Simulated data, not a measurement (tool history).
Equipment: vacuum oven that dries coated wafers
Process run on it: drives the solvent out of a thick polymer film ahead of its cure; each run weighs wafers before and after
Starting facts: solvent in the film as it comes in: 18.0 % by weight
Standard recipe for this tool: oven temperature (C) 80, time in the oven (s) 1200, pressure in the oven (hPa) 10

Run 1, hour 0: usual settings. Result: solvent left in the film (%) 1.82.
Run 2, hour 33.2: usual settings. Result: solvent left in the film (%) 1.86.
Run 3, hour 60: usual settings. Result: solvent left in the film (%) 1.82.
Run 4, hour 83.8: usual settings. Result: solvent left in the film (%) 1.89.
Run 5, hour 108: usual settings. Result: solvent left in the film (%) 1.87.
Run 6, hour 140: usual settings. Result: solvent left in the film (%) 1.89.
Run 7, hour 170.6: usual settings but pressure in the oven (hPa) 31.8. Result: solvent left in the film (%) 2.86.
Run 8, hour 190.9: usual settings but oven temperature (C) 66, time in the oven (s) 1440. Result: solvent left in the film (%) 3.95.
At hour 194.9: vacuum gauge cleaned of residue and calibrated.
Run 9, hour 213.4: usual settings but oven temperature (C) 92, time in the oven (s) 900, pressure in the oven (hPa) 11.6. Result: solvent left in the film (%) 1.16.
Run 10, hour 247.6: usual settings but oven temperature (C) 69, pressure in the oven (hPa) 29.8. Result: solvent left in the film (%) 5.4.
Run 11, hour 268.5: usual settings but oven temperature (C) 79, time in the oven (s) 660, pressure in the oven (hPa) 5.8. Result: solvent left in the film (%) 4.43.
Run 12, hour 287.2: usual settings but oven temperature (C) 79, time in the oven (s) 660, pressure in the oven (hPa) 5.8. Result: solvent left in the film (%) 4.43.

Here are 4 independent what-if runs from the current tool condition. What would each one return?
Run A, hour 323.5: usual settings but oven temperature (C) 79, time in the oven (s) 660, pressure in the oven (hPa) 27.4. Result: solvent left in the film (%) ?.
Run B, hour 323.5: usual settings but oven temperature (C) 94, time in the oven (s) 1140, pressure in the oven (hPa) 13.9. Result: solvent left in the film (%) ?.
Run C, hour 323.5: usual settings but oven temperature (C) 71, time in the oven (s) 960. Result: solvent left in the film (%) ?.
Run D, hour 323.5: usual settings but oven temperature (C) 79, time in the oven (s) 1380. Result: solvent left in the film (%) ?.

run  solvent left in the film (%)
  A                          5.28
  B                          0.66
  C                          4.64
  D                          1.55
With the hidden condition removed and each run's random variation left untouched, the same runs would have given:
run  solvent left in the film (%)
  A                          5.39
  B                          0.65
  C                          4.72
  D                          1.57
